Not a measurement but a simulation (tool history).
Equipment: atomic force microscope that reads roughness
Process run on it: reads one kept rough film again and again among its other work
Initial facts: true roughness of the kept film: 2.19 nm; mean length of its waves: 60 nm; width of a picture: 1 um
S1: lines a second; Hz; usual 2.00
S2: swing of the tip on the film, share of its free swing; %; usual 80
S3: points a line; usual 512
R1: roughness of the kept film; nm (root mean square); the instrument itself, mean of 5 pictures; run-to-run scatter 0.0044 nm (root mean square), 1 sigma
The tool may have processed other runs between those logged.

Run 1, day 0.000: usual settings. Result: R1 1.778 nm (root mean square).
Run 2, day 0.375: usual settings. Result: R1 1.771 nm (root mean square).
Run 3, day 0.962: usual settings but S2 81 %. Result: R1 1.747 nm (root mean square).
Run 4, day 1.671: usual settings but S1 1.27 Hz. Result: R1 1.838 nm (root mean square).
At day 1.867: new tip fitted.
Run 5, day 2.038: usual settings but S3 462. Result: R1 1.816 nm (root mean square).
Run 6, day 2.517: usual settings. Result: R1 1.797 nm (root mean square).
Run 7, day 2.917: usual settings but S1 0.63 Hz. Result: R1 2.002 nm (root mean square).
Run 8, day 3.346: usual settings but S3 799. Result: R1 1.790 nm (root mean square).
Run 9, day 3.875: usual settings but S2 79 %, S3 799. Result: R1 1.782 nm (root mean square).
Run 10, day 4.458: usual settings but S2 79 %, S3 799. Result: R1 1.783 nm (root mean square).
Run 11, day 5.179: usual settings but S2 56 %. Result: R1 1.964 nm (root mean square).
At day 5.621: new tip fitted.
Run 12, day 5.875: usual settings. Result: R1 1.809 nm (root mean square).
Run 13, day 6.554: usual settings. Result: R1 1.795 nm (root mean square).
Run 14, day 7.208: usual settings but S1 0.87 Hz, S2 84 %, S3 276. Result: R1 1.913 nm (root mean square).
Run 15, day 7.933: usual settings but S1 2.18 Hz, S2 84 %, S3 276. Result: R1 1.685 nm (root mean square).
Run 16, day 8.346: usual settings but S1 2.18 Hz, S2 84 %, S3 276. Result: R1 1.676 nm (root mean square).
Run 17, day 8.921: usual settings but S1 0.66 Hz, S2 86 %, S3 482. Result: R1 1.906 nm (root mean square).
At day 9.321: new tip fitted.
Run 18, day 9.321: usual settings but S1 0.64 Hz, S2 84 %, S3 665. Result: R1 1.987 nm (root mean square).
Run 19, day 9.867: usual settings but S1 0.64 Hz, S2 84 %, S3 665. Result: R1 1.993 nm (root mean square).
Run 20, day 10.400: usual settings but S1 2.65 Hz, S2 72 %, S3 869. Result: R1 1.833 nm (root mean square).
Run 21, day 10.738: usual settings but S1 3.56 Hz, S2 57 %, S3 339. Result: R1 1.948 nm (root mean square).
Run 22, day 11.083: usual settings but S1 3.56 Hz, S2 74 %, S3 507. Result: R1 1.710 nm (root mean square).
Run 23, day 11.671: usual settings but S2 65 %, S3 376. Result: R1 1.933 nm (root mean square).
Run 24, day 12.150: usual settings but S2 77 %, S3 959. Result: R1 1.795 nm (root mean square).
Run 25, day 12.812: usual settings but S2 87 %, S3 959. Result: R1 1.655 nm (root mean square).

Alternative continuations, all from the tool just after run 25; predict every row:
At day 13.071: new tip fitted.
Run A, day 13.312: usual settings but S1 1.16 Hz, S2 88 %, S3 395. Result: R1 ?.
At day 13.071: new tip fitted.
Run B, day 13.312: usual settings but S2 63 %. Result: R1 ?.
At day 13.071: new tip fitted.
Run C, day 13.312: usual settings but S1 1.45 Hz. Result: R1 ?.

run     R1
  A  1.866
  B  1.987
  C  1.888
Had the tool no hidden state, the same runs would have come out as:
run     R1
  A  1.870
  B  1.991
  C  1.892
